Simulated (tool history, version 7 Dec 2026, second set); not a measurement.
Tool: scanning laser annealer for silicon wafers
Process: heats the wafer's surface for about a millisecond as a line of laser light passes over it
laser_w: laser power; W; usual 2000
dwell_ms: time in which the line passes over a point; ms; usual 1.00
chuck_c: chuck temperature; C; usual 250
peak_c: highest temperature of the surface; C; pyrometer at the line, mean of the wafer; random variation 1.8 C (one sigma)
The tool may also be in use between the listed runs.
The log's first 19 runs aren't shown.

run    hour  laser_w  dwell_ms  chuck_c  hours of work since the window was cleaned  hours of work since the power meter was calibrated  hours of work since the optics were aligned  peak_c
 20   935.1     2000      1.00      250                                         429                                                 500                                          863     936
      947.9  -- window over the wafer cleaned
 21   972.2     2000      1.00      250                                          12                                                 517                                          880     972
 22  1038.3     1934      0.99      250                                          45                                                 550                                          913     946
 23  1072.5     1939      1.13      234                                          62                                                 567                                          930     981
 24  1120.2     1939      1.13      234                                          85                                                 590                                          953     978
 25  1182.0     2021      1.23      245                                         116                                                 621                                          984    1051
 26  1218.7     2021      0.88      269                                         134                                                 639                                         1002     938
 27  1282.4     1922      0.79      256                                         165                                                 671                                         1034     852
 28  1320.0     2048      0.79      256                                         184                                                 689                                         1052     891
 29  1350.0     2048      0.79      256                                         199                                                 704                                         1067     888
 30  1390.0     2000      0.81      221                                         218                                                 724                                         1087     845
 31  1439.9     2000      0.79      280                                         243                                                 748                                         1111     894
 32  1498.3     2184      1.11      280                                         272                                                 777                                         1140    1084
 33  1528.8     2184      1.11      280                                         287                                                 792                                         1155    1085
 34  1593.3     1790      1.00      237                                         319                                                 824                                         1187     860
 35  1638.1     2008      1.00      230                                         341                                                 846                                         1209     925
 36  1675.3     2008      1.00      230                                         359                                                 865                                         1228     922
 37  1718.4     2119      1.00      250                                         381                                                 886                                         1249     980

Forecast each of these 3 alternatives for the next run:
  A  1761.6     2000      0.90      239                                         402                                                 907                                         1270       ?
  B  1761.6     2119      1.18      237                                         402                                                 907                                         1270       ?
  C  1761.6     2000      0.91      216                                         402                                                 907                                         1270       ?

run  peak_c
  A     885
  B    1032
  C     866
Without the tool's hidden state the same runs would have given:
run  peak_c
  A     930
  B    1088
  C     912
